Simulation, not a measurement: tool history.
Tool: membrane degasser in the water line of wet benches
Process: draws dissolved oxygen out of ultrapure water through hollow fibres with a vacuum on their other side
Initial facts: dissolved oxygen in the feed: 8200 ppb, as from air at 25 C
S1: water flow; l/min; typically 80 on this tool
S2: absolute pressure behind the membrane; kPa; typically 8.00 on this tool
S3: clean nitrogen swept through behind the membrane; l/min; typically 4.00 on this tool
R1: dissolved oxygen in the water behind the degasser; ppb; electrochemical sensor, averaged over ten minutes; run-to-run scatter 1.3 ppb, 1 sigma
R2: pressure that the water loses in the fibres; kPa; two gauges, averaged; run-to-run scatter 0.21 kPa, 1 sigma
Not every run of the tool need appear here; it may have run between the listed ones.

| run | day | S1 | S2 | S3 | R1 | R2 |
|---|---|---|---|---|---|---|
| 1 | 0.000 | 80 | 8.00 | 4.00 | 221.5 | 50.57 |
| 2 | 2.912 | 80 | 13.86 | 4.00 | 467.1 | 50.62 |
| 3 | 5.262 | 80 | 8.00 | 4.00 | 220.1 | 50.43 |
| 4 | 6.908 | 80 | 8.00 | 4.00 | 222.2 | 50.50 |
| 5 | 8.438 | 50 | 8.00 | 4.00 | 145.1 | 31.56 |
| 6 | 10.700 | 50 | 8.00 | 4.00 | 144.6 | 31.61 |
| 7 | 12.762 | 50 | 8.00 | 4.00 | 144.1 | 31.56 |
| 8 | 15.800 | 80 | 19.79 | 4.00 | 692.8 | 50.55 |
| 9 | 18.367 | 80 | 19.79 | 4.00 | 697.2 | 50.78 |
| 10 | 21.133 | 80 | 19.79 | 4.00 | 698.8 | 51.03 |
| 11 | 24.058 | 80 | 19.79 | 4.00 | 702.2 | 50.69 |
|  | 25.504 | seals of the vacuum lines changed |
| 12 | 27.183 | 80 | 19.79 | 4.00 | 697.6 | 51.02 |
| 13 | 29.400 | 63 | 8.00 | 4.00 | 176.4 | 39.97 |
| 14 | 32.138 | 63 | 8.00 | 4.00 | 178.5 | 40.07 |
| 15 | 34.529 | 63 | 8.00 | 4.00 | 177.8 | 39.88 |
| 16 | 36.175 | 80 | 8.00 | 4.00 | 224.3 | 50.80 |
| 17 | 37.633 | 80 | 8.00 | 3.95 | 223.3 | 50.93 |
| 18 | 39.500 | 114 | 15.52 | 3.85 | 741.1 | 73.24 |
|  | 39.800 | vacuum gauge calibrated |
| 19 | 41.267 | 80 | 8.00 | 2.46 | 340.8 | 50.70 |
| 20 | 42.946 | 80 | 8.00 | 2.46 | 342.3 | 50.48 |
| 21 | 45.688 | 80 | 16.18 | 9.13 | 273.7 | 51.00 |
| 22 | 47.779 | 123 | 10.56 | 4.00 | 491.5 | 78.77 |
| 23 | 50.679 | 123 | 10.56 | 4.00 | 492.1 | 78.61 |
| 24 | 53.504 | 102 | 14.52 | 4.00 | 605.9 | 65.01 |
| 25 | 55.821 | 69 | 16.83 | 5.09 | 418.2 | 44.19 |
|  | 56.833 | vacuum gauge calibrated, once more |
| 26 | 58.454 | 69 | 16.83 | 5.09 | 416.3 | 44.37 |
| 27 | 60.825 | 90 | 8.00 | 1.96 | 416.0 | 57.49 |
| 28 | 62.508 | 80 | 8.00 | 1.99 | 376.6 | 51.23 |
| 29 | 64.721 | 80 | 8.00 | 1.99 | 377.2 | 51.17 |
| 30 | 67.292 | 80 | 5.36 | 1.99 | 176.0 | 51.40 |

For run 31, what comes out?
| 31 | 69.429 | 80 | 5.36 | 1.99 | ? | ? |

Run 31 yielded R1 175.9 ppb, R2 51.44 kPa.
Were there no unlogged condition in the tool, this run, its random variation unchanged, would have produced R1 174.8 ppb, R2 50.69 kPa.
